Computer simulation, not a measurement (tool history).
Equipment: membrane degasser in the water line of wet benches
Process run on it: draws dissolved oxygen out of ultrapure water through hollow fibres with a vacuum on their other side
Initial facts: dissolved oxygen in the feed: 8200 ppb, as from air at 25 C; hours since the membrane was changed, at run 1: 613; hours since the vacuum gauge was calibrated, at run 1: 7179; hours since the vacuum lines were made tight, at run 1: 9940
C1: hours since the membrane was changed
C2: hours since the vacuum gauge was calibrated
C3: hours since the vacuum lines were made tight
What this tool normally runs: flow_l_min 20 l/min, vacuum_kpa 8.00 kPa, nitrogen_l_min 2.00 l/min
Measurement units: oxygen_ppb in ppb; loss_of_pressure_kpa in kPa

{"run": 1, "hour": 0.0, "flow_l_min": 20, "vacuum_kpa": 8.0, "nitrogen_l_min": 2.0, "C1": 613, "C2": 7179, "C3": 9940, "oxygen_ppb": 126.4, "loss_of_pressure_kpa": 53.76}
{"run": 2, "hour": 44.1, "flow_l_min": 20, "vacuum_kpa": 8.0, "nitrogen_l_min": 2.0, "C1": 657, "C2": 7223, "C3": 9984, "oxygen_ppb": 124.1, "loss_of_pressure_kpa": 53.42}
{"run": 3, "hour": 78.1, "flow_l_min": 20, "vacuum_kpa": 8.0, "nitrogen_l_min": 2.0, "C1": 691, "C2": 7257, "C3": 10018, "oxygen_ppb": 126.1, "loss_of_pressure_kpa": 53.34}
{"run": 4, "hour": 103.5, "flow_l_min": 20, "vacuum_kpa": 5.52, "nitrogen_l_min": 2.0, "C1": 717, "C2": 7282, "C3": 10043, "oxygen_ppb": 66.9, "loss_of_pressure_kpa": 53.75}
{"run": 5, "hour": 138.2, "flow_l_min": 20, "vacuum_kpa": 5.52, "nitrogen_l_min": 2.0, "C1": 751, "C2": 7317, "C3": 10078, "oxygen_ppb": 67.8, "loss_of_pressure_kpa": 53.57}
{"run": 6, "hour": 184.1, "flow_l_min": 20, "vacuum_kpa": 5.52, "nitrogen_l_min": 2.0, "C1": 797, "C2": 7363, "C3": 10124, "oxygen_ppb": 66.7, "loss_of_pressure_kpa": 53.59}
{"run": 7, "hour": 227.2, "flow_l_min": 20, "vacuum_kpa": 8.0, "nitrogen_l_min": 2.0, "C1": 840, "C2": 7406, "C3": 10167, "oxygen_ppb": 126.1, "loss_of_pressure_kpa": 53.74}
{"run": 8, "hour": 260.4, "flow_l_min": 20, "vacuum_kpa": 8.0, "nitrogen_l_min": 2.0, "C1": 874, "C2": 7439, "C3": 10200, "oxygen_ppb": 127.8, "loss_of_pressure_kpa": 53.28}
{"run": 9, "hour": 305.5, "flow_l_min": 20, "vacuum_kpa": 8.0, "nitrogen_l_min": 2.0, "C1": 919, "C2": 7485, "C3": 10246, "oxygen_ppb": 126.6, "loss_of_pressure_kpa": 53.67}
{"run": 10, "hour": 330.6, "flow_l_min": 20, "vacuum_kpa": 8.0, "nitrogen_l_min": 2.0, "C1": 944, "C2": 7510, "C3": 10271, "oxygen_ppb": 125.9, "loss_of_pressure_kpa": 53.96}
{"run": 11, "hour": 376.6, "flow_l_min": 20, "vacuum_kpa": 8.0, "nitrogen_l_min": 2.0, "C1": 990, "C2": 7556, "C3": 10317, "oxygen_ppb": 125.5, "loss_of_pressure_kpa": 53.35}
{"run": 12, "hour": 405.7, "flow_l_min": 20, "vacuum_kpa": 8.0, "nitrogen_l_min": 2.0, "C1": 1019, "C2": 7585, "C3": 10346, "oxygen_ppb": 128.3, "loss_of_pressure_kpa": 53.37}
{"run": 13, "hour": 439.1, "flow_l_min": 20, "vacuum_kpa": 8.0, "nitrogen_l_min": 2.0, "C1": 1052, "C2": 7618, "C3": 10379, "oxygen_ppb": 127.4, "loss_of_pressure_kpa": 53.66}
{"run": 14, "hour": 471.6, "flow_l_min": 20, "vacuum_kpa": 8.0, "nitrogen_l_min": 4.44, "C1": 1085, "C2": 7651, "C3": 10412, "oxygen_ppb": 62.5, "loss_of_pressure_kpa": 53.88}
{"run": 15, "hour": 504.9, "flow_l_min": 20, "vacuum_kpa": 8.0, "nitrogen_l_min": 2.0, "C1": 1118, "C2": 7684, "C3": 10445, "oxygen_ppb": 126.8, "loss_of_pressure_kpa": 53.65}
{"run": 16, "hour": 538.2, "flow_l_min": 20, "vacuum_kpa": 8.0, "nitrogen_l_min": 2.0, "C1": 1151, "C2": 7717, "C3": 10478, "oxygen_ppb": 126.3, "loss_of_pressure_kpa": 53.9}
{"run": 17, "hour": 586.9, "flow_l_min": 28, "vacuum_kpa": 8.0, "nitrogen_l_min": 2.0, "C1": 1200, "C2": 7766, "C3": 10527, "oxygen_ppb": 179.6, "loss_of_pressure_kpa": 75.21}
{"run": 18, "hour": 615.6, "flow_l_min": 28, "vacuum_kpa": 8.0, "nitrogen_l_min": 2.0, "C1": 1229, "C2": 7795, "C3": 10556, "oxygen_ppb": 181.9, "loss_of_pressure_kpa": 75.14}
{"run": 19, "hour": 646.5, "flow_l_min": 15, "vacuum_kpa": 8.0, "nitrogen_l_min": 1.35, "C1": 1260, "C2": 7825, "C3": 10586, "oxygen_ppb": 137.2, "loss_of_pressure_kpa": 40.17}
{"run": 20, "hour": 675.4, "flow_l_min": 15, "vacuum_kpa": 8.0, "nitrogen_l_min": 1.35, "C1": 1289, "C2": 7854, "C3": 10615, "oxygen_ppb": 139.2, "loss_of_pressure_kpa": 40.25}
{"run": 21, "hour": 698.5, "flow_l_min": 16, "vacuum_kpa": 12.27, "nitrogen_l_min": 2.0, "C1": 1312, "C2": 7877, "C3": 10638, "oxygen_ppb": 185.9, "loss_of_pressure_kpa": 43.07}
{"run": 22, "hour": 726.9, "flow_l_min": 20, "vacuum_kpa": 5.25, "nitrogen_l_min": 2.0, "C1": 1340, "C2": 7906, "C3": 10667, "oxygen_ppb": 62.1, "loss_of_pressure_kpa": 53.67}
{"run": 23, "hour": 759.2, "flow_l_min": 20, "vacuum_kpa": 12.8, "nitrogen_l_min": 1.98, "C1": 1372, "C2": 7938, "C3": 10699, "oxygen_ppb": 242.9, "loss_of_pressure_kpa": 53.62}
{"run": 24, "hour": 798.3, "flow_l_min": 18, "vacuum_kpa": 12.8, "nitrogen_l_min": 3.06, "C1": 1411, "C2": 7977, "C3": 10738, "oxygen_ppb": 147.0, "loss_of_pressure_kpa": 48.43}
{"run": 25, "hour": 831.3, "flow_l_min": 29, "vacuum_kpa": 12.8, "nitrogen_l_min": 0.97, "C1": 1444, "C2": 8010, "C3": 10771, "oxygen_ppb": 610.0, "loss_of_pressure_kpa": 77.82}
{"run": 26, "hour": 876.2, "flow_l_min": 29, "vacuum_kpa": 12.8, "nitrogen_l_min": 0.97, "C1": 1489, "C2": 8055, "C3": 10816, "oxygen_ppb": 606.3, "loss_of_pressure_kpa": 77.82}
{"run": 27, "hour": 896.3, "flow_l_min": 29, "vacuum_kpa": 12.8, "nitrogen_l_min": 0.97, "C1": 1510, "C2": 8075, "C3": 10836, "oxygen_ppb": 611.8, "loss_of_pressure_kpa": 78.37}
{"run": 28, "hour": 920.0, "flow_l_min": 29, "vacuum_kpa": 12.8, "nitrogen_l_min": 0.97, "C1": 1533, "C2": 8099, "C3": 10860, "oxygen_ppb": 608.5, "loss_of_pressure_kpa": 78.17}
{"run": 29, "hour": 967.8, "flow_l_min": 29, "vacuum_kpa": 12.8, "nitrogen_l_min": 0.97, "C1": 1581, "C2": 8147, "C3": 10908, "oxygen_ppb": 610.5, "loss_of_pressure_kpa": 77.87}
{"run": 30, "hour": 988.1, "flow_l_min": 19, "vacuum_kpa": 16.26, "nitrogen_l_min": 2.0, "C1": 1601, "C2": 8167, "C3": 10928, "oxygen_ppb": 305.4, "loss_of_pressure_kpa": 50.76}
{"run": 31, "hour": 1013.6, "flow_l_min": 19, "vacuum_kpa": 8.0, "nitrogen_l_min": 2.0, "C1": 1627, "C2": 8193, "C3": 10954, "oxygen_ppb": 122.0, "loss_of_pressure_kpa": 50.97}

Measured result minus the same run's result without the hidden state. Both carry the same run-to-run variation, though not necessarily the same gauge scatter:
The hidden state here: membrane still open, %; true pressure behind the membrane over the reading, kPa; air that leaks in behind the membrane, l/min; drift of the gauge itself on oxygen_ppb, %; drift of the gauge itself on loss_of_pressure_kpa, %.
run=1 oxygen_ppb=+9.3 loss_of_pressure_kpa=+0.10
run=2 oxygen_ppb=+9.2 loss_of_pressure_kpa=+0.12
run=3 oxygen_ppb=+9.3 loss_of_pressure_kpa=+0.12
run=4 oxygen_ppb=+7.9 loss_of_pressure_kpa=+0.13
run=5 oxygen_ppb=+7.9 loss_of_pressure_kpa=+0.13
run=6 oxygen_ppb=+7.9 loss_of_pressure_kpa=+0.14
run=7 oxygen_ppb=+9.5 loss_of_pressure_kpa=+0.15
run=8 oxygen_ppb=+9.7 loss_of_pressure_kpa=+0.15
run=9 oxygen_ppb=+9.6 loss_of_pressure_kpa=+0.16
run=10 oxygen_ppb=+9.6 loss_of_pressure_kpa=+0.16
run=11 oxygen_ppb=+9.6 loss_of_pressure_kpa=+0.17
run=12 oxygen_ppb=+9.8 loss_of_pressure_kpa=+0.18
run=13 oxygen_ppb=+9.8 loss_of_pressure_kpa=+0.19
run=14 oxygen_ppb=+5.0 loss_of_pressure_kpa=+0.19
run=15 oxygen_ppb=+9.9 loss_of_pressure_kpa=+0.20
run=16 oxygen_ppb=+9.9 loss_of_pressure_kpa=+0.20
run=17 oxygen_ppb=+11.9 loss_of_pressure_kpa=+0.28
run=18 oxygen_ppb=+12.0 loss_of_pressure_kpa=+0.30
run=19 oxygen_ppb=+11.9 loss_of_pressure_kpa=+0.16
run=20 oxygen_ppb=+12.2 loss_of_pressure_kpa=+0.17
run=21 oxygen_ppb=+12.0 loss_of_pressure_kpa=+0.18
run=22 oxygen_ppb=+8.5 loss_of_pressure_kpa=+0.23
run=23 oxygen_ppb=+13.2 loss_of_pressure_kpa=+0.24
run=24 oxygen_ppb=+9.1 loss_of_pressure_kpa=+0.21
run=25 oxygen_ppb=+21.4 loss_of_pressure_kpa=+0.36
run=26 oxygen_ppb=+21.3 loss_of_pressure_kpa=+0.37
run=27 oxygen_ppb=+21.7 loss_of_pressure_kpa=+0.38
run=28 oxygen_ppb=+21.5 loss_of_pressure_kpa=+0.39
run=29 oxygen_ppb=+21.8 loss_of_pressure_kpa=+0.39
run=30 oxygen_ppb=+15.5 loss_of_pressure_kpa=+0.26
run=31 oxygen_ppb=+10.3 loss_of_pressure_kpa=+0.27
